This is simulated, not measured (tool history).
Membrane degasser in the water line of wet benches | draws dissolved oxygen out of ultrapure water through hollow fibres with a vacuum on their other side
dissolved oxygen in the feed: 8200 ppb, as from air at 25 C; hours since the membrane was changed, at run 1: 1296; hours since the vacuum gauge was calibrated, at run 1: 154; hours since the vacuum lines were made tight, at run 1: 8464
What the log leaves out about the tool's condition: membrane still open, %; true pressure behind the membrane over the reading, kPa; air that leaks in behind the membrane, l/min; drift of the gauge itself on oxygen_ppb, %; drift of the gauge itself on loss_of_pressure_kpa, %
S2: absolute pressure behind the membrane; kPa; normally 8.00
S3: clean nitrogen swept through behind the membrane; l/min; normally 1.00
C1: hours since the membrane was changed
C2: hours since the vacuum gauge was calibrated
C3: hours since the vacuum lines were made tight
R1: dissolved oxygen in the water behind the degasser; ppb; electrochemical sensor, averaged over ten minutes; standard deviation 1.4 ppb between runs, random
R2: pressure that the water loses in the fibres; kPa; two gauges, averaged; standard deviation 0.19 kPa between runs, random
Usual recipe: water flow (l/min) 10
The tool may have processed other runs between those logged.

{"run": 1, "day": 0.0, "water flow (l/min)": 10, "S2": 8.0, "S3": 1.0, "C1": 1296, "C2": 154, "C3": 8464, "R1": 139.4, "R2": 38.69}
{"run": 2, "day": 3.492, "water flow (l/min)": 10, "S2": 17.5, "S3": 1.0, "C1": 1380, "C2": 238, "C3": 8548, "R1": 358.5, "R2": 38.64}
{"run": 3, "day": 5.642, "water flow (l/min)": 10, "S2": 6.66, "S3": 1.0, "C1": 1431, "C2": 289, "C3": 8600, "R1": 111.0, "R2": 38.45}
{"run": 4, "day": 7.342, "water flow (l/min)": 10, "S2": 8.0, "S3": 1.0, "C1": 1472, "C2": 330, "C3": 8640, "R1": 142.0, "R2": 38.78}
{"run": 5, "day": 10.917, "water flow (l/min)": 10, "S2": 8.0, "S3": 1.0, "C1": 1558, "C2": 416, "C3": 8726, "R1": 140.1, "R2": 38.49}
{"run": 6, "day": 13.812, "water flow (l/min)": 14, "S2": 8.0, "S3": 1.0, "C1": 1627, "C2": 485, "C3": 8796, "R1": 240.5, "R2": 54.41}
{"day": 14.088, "done": "vacuum gauge calibrated"}
{"run": 7, "day": 16.092, "water flow (l/min)": 15, "S2": 8.0, "S3": 1.0, "C1": 1682, "C2": 48, "C3": 8850, "R1": 266.9, "R2": 57.96}
{"run": 8, "day": 18.854, "water flow (l/min)": 7, "S2": 8.0, "S3": 2.69, "C1": 1748, "C2": 114, "C3": 8916, "R1": 38.5, "R2": 27.11}
{"run": 9, "day": 21.742, "water flow (l/min)": 7, "S2": 8.0, "S3": 2.69, "C1": 1817, "C2": 184, "C3": 8986, "R1": 38.2, "R2": 27.44}
{"run": 10, "day": 24.475, "water flow (l/min)": 9, "S2": 6.35, "S3": 1.83, "C1": 1883, "C2": 249, "C3": 9051, "R1": 55.1, "R2": 34.65}
{"run": 11, "day": 26.688, "water flow (l/min)": 14, "S2": 6.35, "S3": 1.4, "C1": 1936, "C2": 302, "C3": 9104, "R1": 158.4, "R2": 54.48}
{"run": 12, "day": 28.333, "water flow (l/min)": 6, "S2": 13.11, "S3": 1.0, "C1": 1975, "C2": 342, "C3": 9144, "R1": 152.5, "R2": 23.48}
{"run": 13, "day": 30.354, "water flow (l/min)": 6, "S2": 13.11, "S3": 1.0, "C1": 2024, "C2": 390, "C3": 9192, "R1": 154.0, "R2": 23.49}
{"day": 32.367, "done": "vacuum gauge calibrated, once more"}
{"run": 14, "day": 33.983, "water flow (l/min)": 15, "S2": 8.21, "S3": 0.72, "C1": 2111, "C2": 39, "C3": 9279, "R1": 330.8, "R2": 58.02}

For some of the steps in R1 from one run to the next: how much would appear even if the tool had no hidden state, given the settings, what came in and random variation, and how much remains for the hidden state plus any gauge scatter that the measured result and the result without hidden state don't share?
Run 2 -> 3: S2 17.50 -> 6.66. R1 -247.5 ppb: hidden state -5.4, all else -242.1.
Run 7 -> 8: water flow (l/min) 15 -> 7, S3 1.00 -> 2.69. R1 -228.4 ppb: hidden state -6.5, all else -221.9.
